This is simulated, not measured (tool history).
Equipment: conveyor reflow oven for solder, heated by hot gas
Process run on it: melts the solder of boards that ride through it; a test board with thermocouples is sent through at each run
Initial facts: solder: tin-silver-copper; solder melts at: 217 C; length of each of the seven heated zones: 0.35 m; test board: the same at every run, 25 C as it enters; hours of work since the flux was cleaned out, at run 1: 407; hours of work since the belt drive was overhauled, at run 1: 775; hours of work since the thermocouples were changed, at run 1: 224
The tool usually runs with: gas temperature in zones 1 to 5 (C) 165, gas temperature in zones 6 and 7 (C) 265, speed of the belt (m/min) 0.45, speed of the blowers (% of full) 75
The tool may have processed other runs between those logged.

run   hour  gas temperature in zones 1 to 5 (C)  gas temperature in zones 6 and 7 (C)  speed of the belt (m/min)  speed of the blowers (% of full)  hours of work since the flux was cleaned out  hours of work since the belt drive was overhauled  hours of work since the thermocouples were changed  highest temperature of the board (C)  time above the solder's melting point (s)
  1      0                                  165                                   265                       0.45                                75                                           407                                                775                                                 224                                 247.2                                       62.5
  2    8.5                                  165                                   265                       0.45                                75                                           412                                                779                                                 229                                   247                                         61
      14.6  -- flux residue cleaned out of gas plates and filters
  3   27.7                                  165                                   265                       0.45                                75                                             7                                                787                                                 237                                 250.5                                       67.3
  4   41.7                                  165                                   265                       0.45                                75                                            15                                                795                                                 244                                 251.2                                       66.7
  5   50.8                                  165                                   265                       0.45                                75                                            20                                                799                                                 249                                 250.7                                       66.6
  6   61.9                                  165                                   265                       0.45                                75                                            26                                                805                                                 255                                 251.4                                         67
  7   80.7                                  165                                   265                       0.45                                75                                            36                                                816                                                 266                                 250.9                                       66.1
  8   91.5                                  165                                   265                       0.45                                75                                            42                                                822                                                 271                                 251.3                                       66.6
  9  106.5                                  165                                   265                       0.45                                75                                            50                                                830                                                 280                                 250.2                                         67
 10  122.4                                  176                                   262                      0.485                                79                                            59                                                838                                                 288                                 247.1                                       62.9
 11  131.9                                  176                                   262                      0.485                                79                                            64                                                844                                                 293                                 247.7                                       63.7
 12  146.2                                  176                                   262                      0.485                                79                                            72                                                851                                                 301                                 247.2                                       63.2
 13  161.4                                  176                                   262                      0.485                                79                                            80                                                860                                                 310                                 247.7                                       63.4
 14  170.3                                  174                                   262                      0.485                                79                                            85                                                865                                                 314                                 246.1                                       62.2
 15  184.3                                  152                                   280                      0.496                                79                                            92                                                872                                                 322                                 257.5                                       60.8

Here are 5 independent what-if runs from the current tool condition. What would each one return?
  A  193.1                                  152                                   280                      0.376                                79                                            97                                                877                                                 327                                     ?                                          ?
  B  193.1                                  152                                   280                      0.495                                79                                            97                                                877                                                 327                                     ?                                          ?
  C  193.1                                  157                                   280                      0.496                                84                                            97                                                877                                                 327                                     ?                                          ?
  D  193.1                                  160                                   280                      0.367                                79                                            97                                                877                                                 327                                     ?                                          ?
  E  193.1                                  165                                   265                      0.428                                75                                            97                                                877                                                 327                                     ?                                          ?

run  highest temperature of the board (C)  time above the solder's melting point (s)
  A                                 268.2                                       92.1
  B                                 258.6                                       60.9
  C                                 260.6                                       64.1
  D                                 269.1                                       99.1
  E                                   251                                       71.6
Had the tool no hidden state, the same runs would have come out as:
run  highest temperature of the board (C)  time above the solder's melting point (s)
  A                                 269.2                                       90.8
  B                                 259.8                                       60.4
  C                                 261.8                                       63.5
  D                                 270.1                                       97.6
  E                                   252                                       70.9
